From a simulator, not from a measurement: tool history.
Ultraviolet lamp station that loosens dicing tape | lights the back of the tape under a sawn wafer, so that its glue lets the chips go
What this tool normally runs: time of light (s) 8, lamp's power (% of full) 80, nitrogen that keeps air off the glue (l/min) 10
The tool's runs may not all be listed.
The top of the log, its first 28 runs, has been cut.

run,hour,time of light (s),lamp's power (% of full),nitrogen that keeps air off the glue (l/min),force that peels the tape off (N),light that reached the tape (mJ/cm²)
29,239.4,4,88,10,3.085,178
30,250.5,9,88,3,2.045,400
31,259.7,8,80,14,1.166,322
32,265.1,8,80,7,1.720,318
33,276.0,8,80,7,1.743,319
34,282.2,13,79,10,0.587,508
35,292.6,6,78,6,2.824,230
36,299.3,15,68,15,0.480,504
37,306.8,15,68,15,0.477,498
38,318.1,8,79,5,2.191,305
39,326.8,8,83,10,1.323,325
40,335.2,5,80,10,2.625,192
# hour 339.8: window cleaned of glue's vapour
41,343.2,5,80,10,2.217,234
42,351.9,9,66,10,1.225,347
43,358.7,7,97,10,0.946,395

Each row is a separate what-if for the run after 43, all from the same tool condition, not one after another. Results?
A,366.9,4,63,6,?,?
B,366.9,11,94,10,?,?
C,366.9,12,80,14,?,?
D,366.9,9,97,10,?,?

run,force that peels the tape off (N),light that reached the tape (mJ/cm²)
A,4.241,147
B,0.422,609
C,0.387,559
D,0.596,514
Without the tool's unlogged condition, the same runs would have read:
run,force that peels the tape off (N),light that reached the tape (mJ/cm²)
A,4.027,157
B,0.376,654
C,0.346,600
D,0.523,552

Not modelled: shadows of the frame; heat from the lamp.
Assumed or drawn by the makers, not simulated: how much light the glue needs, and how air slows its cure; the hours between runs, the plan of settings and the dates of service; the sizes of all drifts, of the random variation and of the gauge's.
